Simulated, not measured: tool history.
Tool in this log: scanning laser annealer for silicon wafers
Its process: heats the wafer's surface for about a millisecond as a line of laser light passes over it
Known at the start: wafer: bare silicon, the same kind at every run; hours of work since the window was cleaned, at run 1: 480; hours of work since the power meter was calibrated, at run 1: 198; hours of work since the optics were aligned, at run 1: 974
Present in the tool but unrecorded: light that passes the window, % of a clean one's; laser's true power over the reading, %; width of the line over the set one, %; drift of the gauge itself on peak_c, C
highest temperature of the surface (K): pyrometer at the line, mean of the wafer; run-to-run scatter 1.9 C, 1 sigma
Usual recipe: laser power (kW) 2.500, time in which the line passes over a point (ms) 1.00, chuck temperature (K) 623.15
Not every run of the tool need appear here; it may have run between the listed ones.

run,hour,laser power (kW),time in which the line passes over a point (ms),chuck temperature (K),hours of work since the window was cleaned,hours of work since the power meter was calibrated,hours of work since the optics were aligned,highest temperature of the surface (K)
1,0.0,2.500,1.00,623.15,480,198,974,1358.15
2,15.9,2.282,1.00,623.15,491,209,986,1298.15
3,33.3,2.500,1.00,623.15,504,222,998,1358.15
4,51.2,2.500,1.00,623.15,517,235,1011,1356.15
5,60.7,2.500,1.00,623.15,524,242,1018,1359.15
6,77.2,2.500,1.00,623.15,536,254,1030,1357.15
# hour 93.9: window over the wafer cleaned
7,96.7,2.306,1.00,623.15,2,266,1043,1319.15
8,105.5,2.500,1.00,623.15,8,273,1049,1372.15
9,117.0,2.500,1.00,623.15,17,281,1057,1374.15
10,124.4,2.500,1.00,623.15,22,286,1063,1369.15
11,138.1,2.500,1.00,623.15,32,296,1072,1372.15
12,149.3,2.500,1.00,623.15,40,304,1081,1372.15
13,164.9,2.500,1.00,623.15,51,315,1092,1369.15
14,180.7,2.500,1.00,623.15,63,327,1103,1369.15
15,192.3,2.500,1.00,623.15,71,335,1112,1371.15
16,202.3,2.500,1.00,623.15,78,342,1119,1370.15
17,216.2,2.500,1.00,623.15,88,352,1129,1371.15
18,232.0,2.500,1.00,623.15,99,364,1140,1370.15
19,250.2,2.500,1.00,623.15,113,377,1153,1372.15
20,257.7,2.500,1.00,623.15,118,382,1159,1367.15
21,271.1,2.500,1.00,623.15,128,392,1168,1370.15
22,284.5,2.279,1.22,627.15,137,402,1178,1383.15
23,302.3,2.279,1.22,627.15,150,414,1191,1383.15
24,318.8,2.279,1.22,627.15,162,426,1203,1385.15
25,326.9,2.331,1.00,642.15,168,432,1208,1340.15
26,336.1,2.231,0.91,642.15,174,439,1215,1281.15
27,350.6,2.231,0.91,592.15,185,449,1226,1232.15
28,365.9,2.231,1.20,642.15,196,460,1237,1378.15
29,381.6,2.231,1.03,642.15,207,471,1248,1326.15
30,399.3,2.604,0.91,645.15,220,484,1261,1380.15
31,407.7,2.380,0.76,620.15,226,490,1267,1239.15
32,418.7,2.465,0.93,620.15,234,498,1275,1325.15
33,432.2,2.471,0.75,613.15,244,508,1284,1249.15
34,443.9,2.718,1.13,620.15,252,516,1293,1466.15
35,460.8,2.487,0.90,614.15,264,528,1305,1312.15
36,470.5,2.489,1.07,616.15,271,536,1312,1379.15
37,480.4,2.599,0.72,657.15,278,543,1319,1307.15
38,498.1,2.231,0.84,600.15,291,555,1332,1213.15
39,515.9,2.231,0.84,600.15,304,568,1345,1210.15
40,530.0,2.231,0.84,600.15,314,578,1355,1211.15
41,541.5,2.703,0.96,621.15,322,587,1363,1402.15

Measured result minus the same run's result without the hidden state. Both carry the same run-to-run variation, though not necessarily the same gauge scatter:
run,highest temperature of the surface (K)
1,-24.00
2,-23.00
3,-25.00
4,-25.00
5,-26.00
6,-26.00
7,-8.00
8,-9.00
9,-10.00
10,-10.00
11,-11.00
12,-10.00
13,-11.00
14,-12.00
15,-12.00
16,-12.00
17,-12.00
18,-13.00
19,-14.00
20,-14.00
21,-14.00
22,-15.00
23,-15.00
24,-16.00
25,-14.00
26,-13.00
27,-14.00
28,-17.00
29,-15.00
30,-17.00
31,-15.00
32,-17.00
33,-16.00
34,-22.00
35,-19.00
36,-20.00
37,-17.00
38,-17.00
39,-17.00
40,-17.00
41,-23.00
